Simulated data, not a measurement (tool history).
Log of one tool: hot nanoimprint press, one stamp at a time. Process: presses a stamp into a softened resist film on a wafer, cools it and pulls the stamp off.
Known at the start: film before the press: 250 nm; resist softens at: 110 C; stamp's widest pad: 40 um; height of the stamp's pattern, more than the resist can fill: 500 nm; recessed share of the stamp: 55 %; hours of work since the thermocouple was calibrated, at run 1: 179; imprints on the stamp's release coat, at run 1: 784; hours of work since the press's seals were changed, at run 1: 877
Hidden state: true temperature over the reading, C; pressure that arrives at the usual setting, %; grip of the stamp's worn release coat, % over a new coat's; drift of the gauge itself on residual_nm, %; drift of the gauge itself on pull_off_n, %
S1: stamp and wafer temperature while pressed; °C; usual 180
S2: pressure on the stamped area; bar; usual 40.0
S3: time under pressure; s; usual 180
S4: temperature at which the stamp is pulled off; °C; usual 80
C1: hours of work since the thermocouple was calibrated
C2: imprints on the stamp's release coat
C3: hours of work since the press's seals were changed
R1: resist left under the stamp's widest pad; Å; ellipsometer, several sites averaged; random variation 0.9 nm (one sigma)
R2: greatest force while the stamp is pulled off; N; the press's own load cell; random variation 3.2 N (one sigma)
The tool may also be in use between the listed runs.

run	hour	S1	S2	S3	S4	C1	C2	C3	R1	R2
1	0.0	180	40.0	180	80	179	784	877	1296	170
2	66.9	180	40.0	180	80	206	946	904	1292	181
3	101.8	180	40.0	180	67	220	1030	918	1287	245
4	140.7	180	40.0	180	82	236	1124	934	1309	167
5	210.2	180	40.0	180	80	264	1291	962	1313	183
6	245.8	180	40.0	180	80	279	1377	977	1323	182
7	288.2	180	34.7	180	80	296	1480	994	1381	190
8	352.4	180	34.7	180	80	322	1635	1020	1383	178
# hour 428.7: stamp cleaned and given a new release coat
9	434.4	180	40.0	125	80	353	14	1051	1488	159
10	499.2	187	40.0	180	80	379	171	1077	908	165
11	556.9	187	40.0	180	80	402	310	1101	916	156
# hour 587.7: press's hydraulic seals changed and the load cell set to zero
12	610.4	180	40.0	180	80	421	420	9	1315	166
13	681.0	180	40.0	180	80	449	590	38	1321	174
14	732.5	180	40.0	180	80	470	715	59	1317	173
15	769.3	180	40.0	180	80	485	803	74	1316	178
16	828.8	180	40.0	180	80	509	947	98	1330	178
17	890.8	180	32.0	180	85	535	1097	123	1446	151
18	952.6	189	41.4	130	73	560	1246	148	916	222
# hour 1005.5: plate thermocouple calibrated
19	1011.9	189	40.0	180	70	3	1382	171	747	238
20	1078.8	168	38.1	180	68	30	1543	198	2066	240
21	1138.4	180	40.0	118	80	54	1687	222	1447	185
22	1176.4	185	40.0	118	84	69	1779	238	1125	165
# hour 1194.8: stamp cleaned and given a new release coat
23	1252.2	169	58.0	267	80	98	138	266	1678	157
24	1307.8	169	48.4	129	80	120	273	289	2063	162
25	1353.6	180	51.9	180	80	139	383	307	1138	164
26	1434.5	186	51.9	180	80	172	578	340	808	164
27	1485.7	170	58.6	180	80	192	702	361	1805	168
28	1553.8	170	58.6	180	80	220	866	388	1803	168
29	1615.8	190	58.6	91	77	245	1016	413	832	190
30	1649.0	180	40.0	105	80	259	1096	427	1543	186
31	1689.1	180	40.0	105	74	275	1193	443	1556	216

How the hidden state differs across the entries between the runs, from the last listed run before each to the first after it:
Between runs 8 and 9: stamp cleaned and given a new release coat (hour 428.7)
  true temperature over the reading, C: -0.76 -> -0.84; pressure that arrives at the usual setting, %: 95.16 -> 95.04; grip of the stamp's worn release coat, % over a new coat's: 22.2 -> 0.2
  measured less the result without the state, R1: +73 -> +83 Å; R2: +36 -> +4 N
Between runs 11 and 12: press's hydraulic seals changed and the load cell set to zero (hour 587.7)
  true temperature over the reading, C: -0.98 -> -1.02; pressure that arrives at the usual setting, %: 94.8 -> 100.38; grip of the stamp's worn release coat, % over a new coat's: 4.1 -> 5.5
  measured less the result without the state, R1: +71 -> +67 Å; R2: +10 -> +13 N
Between runs 18 and 19: plate thermocouple calibrated (hour 1005.5)
  true temperature over the reading, C: -1.4 -> 0.16; pressure that arrives at the usual setting, %: 99.77 -> 99.67; grip of the stamp's worn release coat, % over a new coat's: 16.8 -> 18.7
  measured less the result without the state, R1: +69 -> -6 Å; R2: +38 -> +36 N
Between runs 22 and 23: stamp cleaned and given a new release coat (hour 1194.8)
  true temperature over the reading, C: -0.02 -> -0.1; pressure that arrives at the usual setting, %: 99.35 -> 99.22; grip of the stamp's worn release coat, % over a new coat's: 24.3 -> 1.8
  measured less the result without the state, R1: +4 -> +13 Å; R2: +32 -> +3 N
